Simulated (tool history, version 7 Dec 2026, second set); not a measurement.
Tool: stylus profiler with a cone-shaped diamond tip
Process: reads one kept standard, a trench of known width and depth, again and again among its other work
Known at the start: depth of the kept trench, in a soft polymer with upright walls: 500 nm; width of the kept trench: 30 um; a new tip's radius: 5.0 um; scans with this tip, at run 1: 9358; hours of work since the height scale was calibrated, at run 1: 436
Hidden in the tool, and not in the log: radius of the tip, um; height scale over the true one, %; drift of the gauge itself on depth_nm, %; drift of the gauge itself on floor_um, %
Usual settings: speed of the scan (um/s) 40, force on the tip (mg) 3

run     day  speed of the scan (um/s)  force on the tip (mg)  scans with this tip  hours of work since the height scale was calibrated  depth of the trench (Å)  width of the trench's floor (µm)
  1       0                        40                      3                 9358                                                  436                   5089.2                             22.48
  2   3.275                        40                      3                 9654                                                  482                     5087                             22.46
  3   7.621                        40                      3                10048                                                  544                     5086                             22.39
      9.667  -- new tip fitted, height scale calibrated
  4   12.15                        40                   5.62                  224                                                   35                   5148.9                             25.32
  5  15.154                        40                   5.62                  497                                                   78                   5148.7                             25.21
  6  18.783                        40                   5.62                  825                                                  129                   5145.3                             25.11
  7  22.221                        40                   5.62                 1136                                                  177                   5144.8                             24.93
  8  25.612                        40                   5.62                 1443                                                  225                   5146.5                             24.84
  9  28.838                        40                   5.62                 1735                                                  271                   5142.7                             24.81
 10  33.158                        40                   5.62                 2127                                                  332                   5143.9                             24.64
 11  38.175                        18                   5.62                 2581                                                  403                   5141.6                             24.56
 12  40.392                        18                   5.62                 2782                                                  434                     5142                             24.52
 13  43.362                        18                   5.62                 3051                                                  476                   5141.1                             24.45
 14  45.954                        40                   1.45                 3286                                                  513                   5050.6                             24.09
 15  48.446                        40                   1.45                 3511                                                  548                   5050.3                             24.05
 16   51.05                        19                   3.06                 3747                                                  585                   5088.9                             24.19

Run 17 comes next. What will it give?
 17  54.796                        19                   3.06                 4086                                                  638                        ?                                 ?

{"run 17": {"depth of the trench (Å)": 5088.7, "width of the trench's floor (µm)": 24.06}}
Without the tool's hidden state the same run would have given depth of the trench (Å) 5100, width of the trench's floor (µm) 25.5.
